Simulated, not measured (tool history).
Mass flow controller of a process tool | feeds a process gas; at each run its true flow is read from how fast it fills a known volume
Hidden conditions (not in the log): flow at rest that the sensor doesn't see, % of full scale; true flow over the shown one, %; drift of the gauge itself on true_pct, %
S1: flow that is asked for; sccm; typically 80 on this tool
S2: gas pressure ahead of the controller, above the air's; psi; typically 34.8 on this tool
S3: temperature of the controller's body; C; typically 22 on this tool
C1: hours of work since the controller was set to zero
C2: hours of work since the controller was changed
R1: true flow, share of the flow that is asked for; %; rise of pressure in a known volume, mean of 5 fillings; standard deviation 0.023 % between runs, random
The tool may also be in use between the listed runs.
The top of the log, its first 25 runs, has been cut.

run,hour,S1,S2,S3,C1,C2,R1
# hour 2743.1: controller's zero set anew, once more
26,2746.1,60,37.0,22,1,3269,99.66
27,2827.3,60,37.0,22,38,3306,99.64
28,2904.2,12,32.6,26,73,3340,98.20
29,3043.4,21,32.6,26,136,3403,98.48
30,3178.6,80,25.2,34,197,3464,99.41
31,3278.9,80,26.1,22,242,3510,99.74
32,3379.9,18,21.8,23,288,3555,98.05
33,3453.2,36,26.3,40,321,3588,98.26
34,3546.3,36,26.3,40,363,3630,98.23
35,3614.4,38,34.5,21,394,3661,99.07
36,3705.6,27,27.8,27,435,3702,98.36
37,3807.9,27,27.8,27,481,3749,98.39
38,3901.3,91,27.8,27,523,3791,99.87

Consider 4 possible next runs. They are alternatives, not a sequence: every one starts from the tool as it was left by run 38. What does each give?
A,3997.5,80,39.3,22,567,3834,?
B,3997.5,66,36.7,25,567,3834,?
C,3997.5,91,27.8,28,567,3834,?
D,3997.5,11,29.7,22,567,3834,?

run,R1
A,100.10
B,99.65
C,99.85
D,97.70
What these runs would have given with no unlogged condition in the tool:
run,R1
A,99.99
B,99.56
C,99.72
D,98.31
